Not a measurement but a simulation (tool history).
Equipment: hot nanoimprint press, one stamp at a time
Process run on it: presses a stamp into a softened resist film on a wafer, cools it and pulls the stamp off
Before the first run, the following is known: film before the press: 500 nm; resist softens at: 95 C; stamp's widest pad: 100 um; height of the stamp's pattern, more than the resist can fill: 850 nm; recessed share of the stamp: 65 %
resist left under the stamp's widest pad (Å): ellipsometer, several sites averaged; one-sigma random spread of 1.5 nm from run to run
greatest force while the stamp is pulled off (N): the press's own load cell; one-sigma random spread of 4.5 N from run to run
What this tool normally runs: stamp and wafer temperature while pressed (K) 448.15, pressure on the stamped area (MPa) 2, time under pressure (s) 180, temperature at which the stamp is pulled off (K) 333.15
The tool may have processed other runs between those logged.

run,hour,stamp and wafer temperature while pressed (K),pressure on the stamped area (MPa),time under pressure (s),temperature at which the stamp is pulled off (K),resist left under the stamp's widest pad (Å),greatest force while the stamp is pulled off (N)
1,0.0,448.15,2,180,333.15,2818,239
2,5.1,448.15,2,180,333.15,2816,241
3,13.0,448.15,2,180,333.15,2813,243
4,20.4,448.15,2,180,333.15,2817,237
5,27.3,448.15,2,180,333.15,2816,246
6,35.3,448.15,2,197,333.15,2734,239
7,45.2,448.15,2,180,329.15,2844,248
8,50.9,448.15,2,180,321.15,2843,267
9,55.9,448.15,2,122,326.15,3192,256
10,65.7,448.15,2,122,326.15,3173,261

Run 11, settings as shown, results not yet in. Your forecast:
# hour 72.6: plate thermocouple calibrated
11,76.2,448.15,2,122,326.15,?,?

Run 11 came out at resist left under the stamp's widest pad (Å) 3186, greatest force while the stamp is pulled off (N) 257.
Without the tool's hidden state the same run would have given resist left under the stamp's widest pad (Å) 3164, greatest force while the stamp is pulled off (N) 256.

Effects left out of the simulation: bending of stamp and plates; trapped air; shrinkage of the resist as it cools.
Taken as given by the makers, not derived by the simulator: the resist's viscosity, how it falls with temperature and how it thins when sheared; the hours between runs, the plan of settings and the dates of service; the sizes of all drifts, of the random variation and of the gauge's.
